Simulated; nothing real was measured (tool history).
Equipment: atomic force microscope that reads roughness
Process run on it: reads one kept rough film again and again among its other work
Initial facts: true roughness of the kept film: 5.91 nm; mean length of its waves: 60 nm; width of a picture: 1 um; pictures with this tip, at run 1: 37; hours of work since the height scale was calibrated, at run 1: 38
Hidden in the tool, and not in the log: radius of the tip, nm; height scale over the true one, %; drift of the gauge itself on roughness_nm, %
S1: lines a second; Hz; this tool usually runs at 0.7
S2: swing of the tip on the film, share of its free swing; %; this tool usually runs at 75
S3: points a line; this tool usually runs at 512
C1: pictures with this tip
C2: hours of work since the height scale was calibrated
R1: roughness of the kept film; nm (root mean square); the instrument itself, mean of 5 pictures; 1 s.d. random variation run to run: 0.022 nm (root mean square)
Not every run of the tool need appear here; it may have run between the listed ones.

| run | hour | S1 | S2 | S3 | C1 | C2 | R1 |
|---|---|---|---|---|---|---|---|
| 1 | 0 | 0.7 | 75 | 512 | 37 | 38 | 5.315 |
| 2 | 36.9 | 0.7 | 75 | 512 | 66 | 56 | 5.248 |
| 3 | 68.2 | 0.7 | 75 | 512 | 91 | 72 | 5.241 |
| 4 | 101.2 | 0.871 | 75 | 512 | 118 | 88 | 5.123 |
|  | 113.6 | new tip fitted |
| 5 | 132.1 | 0.871 | 75 | 512 | 15 | 103 | 5.293 |
| 6 | 183.7 | 0.7 | 69 | 512 | 56 | 128 | 5.404 |
| 7 | 237.6 | 0.7 | 56 | 512 | 100 | 155 | 5.465 |
| 8 | 269.7 | 0.7 | 75 | 512 | 125 | 170 | 5.175 |
|  | 272.4 | new tip fitted |
| 9 | 323.7 | 0.7 | 75 | 512 | 41 | 197 | 5.332 |
| 10 | 347.2 | 3.05 | 75 | 512 | 60 | 208 | 4.477 |
| 11 | 386.1 | 0.7 | 75 | 512 | 91 | 227 | 5.241 |
| 12 | 418.9 | 0.7 | 75 | 512 | 118 | 243 | 5.21 |
|  | 433.5 | new tip fitted |
| 13 | 455.9 | 3.06 | 75 | 512 | 18 | 261 | 4.556 |
| 14 | 492.9 | 2.79 | 75 | 512 | 47 | 279 | 4.538 |
| 15 | 533.3 | 2.79 | 75 | 512 | 80 | 299 | 4.504 |
| 16 | 565.8 | 3.807 | 75 | 512 | 106 | 315 | 4.175 |
|  | 592.7 | new tip fitted |
| 17 | 609.2 | 3.807 | 75 | 512 | 13 | 336 | 4.364 |
| 18 | 633.7 | 0.7 | 89 | 512 | 33 | 348 | 5.075 |
| 19 | 665.9 | 0.7 | 89 | 512 | 59 | 364 | 5.043 |
| 20 | 700.3 | 0.7 | 62 | 512 | 86 | 381 | 5.379 |
| 21 | 745.4 | 0.7 | 62 | 512 | 122 | 403 | 5.322 |
|  | 755.4 | new tip fitted |
| 22 | 773.6 | 0.7 | 62 | 512 | 15 | 417 | 5.502 |
| 23 | 813.5 | 0.7 | 62 | 512 | 47 | 436 | 5.47 |
| 24 | 855.1 | 0.7 | 75 | 512 | 80 | 457 | 5.223 |
| 25 | 884.6 | 0.7 | 75 | 512 | 104 | 471 | 5.214 |
|  | 914.8 | new tip fitted |
| 26 | 933.8 | 0.7 | 75 | 512 | 16 | 495 | 5.337 |
| 27 | 979.7 | 0.7 | 75 | 512 | 52 | 518 | 5.303 |
| 28 | 1025.9 | 1.599 | 75 | 337 | 89 | 540 | 4.862 |
| 29 | 1054 | 3.331 | 70 | 962 | 112 | 554 | 4.544 |
|  | 1074.2 | new tip fitted |
| 30 | 1097.5 | 0.703 | 69 | 512 | 18 | 575 | 5.372 |
| 31 | 1135.3 | 0.7 | 72 | 413 | 49 | 594 | 5.341 |
| 32 | 1163.2 | 1.365 | 72 | 680 | 71 | 607 | 5.077 |
| 33 | 1194 | 2.144 | 82 | 512 | 96 | 623 | 4.363 |
|  | 1197.7 | height scale calibrated on a step standard |
| 34 | 1226.8 | 0.705 | 75 | 974 | 121 | 14 | 5.141 |
|  | 1235 | new tip fitted |
| 35 | 1259.5 | 0.764 | 90 | 974 | 20 | 30 | 4.945 |
| 36 | 1304.3 | 0.7 | 75 | 829 | 56 | 52 | 5.245 |
| 37 | 1341.5 | 3.669 | 87 | 265 | 86 | 70 | 3.566 |
| 38 | 1366.1 | 1.162 | 73 | 265 | 105 | 82 | 4.995 |
|  | 1395.6 | new tip fitted |
| 39 | 1396.3 | 1.162 | 60 | 734 | 0 | 97 | 5.385 |
| 40 | 1430.4 | 3.179 | 81 | 277 | 28 | 114 | 4.104 |
| 41 | 1457.2 | 3.179 | 81 | 277 | 49 | 127 | 4.091 |
| 42 | 1484.2 | 1.724 | 81 | 489 | 71 | 140 | 4.62 |
|  | 1493.9 | height scale calibrated on a step standard, once more |
| 43 | 1526.2 | 0.964 | 72 | 378 | 104 | 16 | 5.182 |
|  | 1557.6 | new tip fitted |
| 44 | 1575.3 | 1.971 | 56 | 512 | 15 | 40 | 5.392 |
| 45 | 1619.1 | 1.971 | 56 | 512 | 50 | 61 | 5.369 |
| 46 | 1656.7 | 0.7 | 89 | 658 | 80 | 80 | 5.001 |
| 47 | 1705.3 | 0.7 | 89 | 658 | 119 | 104 | 4.94 |
|  | 1718.4 | new tip fitted |
| 48 | 1753.3 | 0.7 | 89 | 658 | 28 | 127 | 5.081 |
| 49 | 1798.1 | 2.026 | 75 | 289 | 64 | 149 | 4.781 |
| 50 | 1822.4 | 0.7 | 76 | 512 | 83 | 161 | 5.21 |
| 51 | 1857.7 | 0.7 | 76 | 512 | 112 | 178 | 5.173 |
|  | 1878.5 | new tip fitted |
| 52 | 1899.2 | 0.7 | 76 | 512 | 16 | 198 | 5.319 |
| 53 | 1940.4 | 0.7 | 76 | 512 | 49 | 218 | 5.301 |

Branching from run 53: 3 alternative next runs. What would each branch give?
| A | 1969.1 | 3.186 | 61 | 332 | 72 | 233 | ? |
| B | 1969.1 | 0.7 | 73 | 616 | 72 | 233 | ? |
| C | 1969.1 | 1.003 | 67 | 364 | 72 | 233 | ? |

| run | R1 |
|---|---|
| A | 4.974 |
| B | 5.297 |
| C | 5.336 |
What these runs would have given with no unlogged condition in the tool:
| run | R1 |
|---|---|
| A | 5.114 |
| B | 5.446 |
| C | 5.487 |

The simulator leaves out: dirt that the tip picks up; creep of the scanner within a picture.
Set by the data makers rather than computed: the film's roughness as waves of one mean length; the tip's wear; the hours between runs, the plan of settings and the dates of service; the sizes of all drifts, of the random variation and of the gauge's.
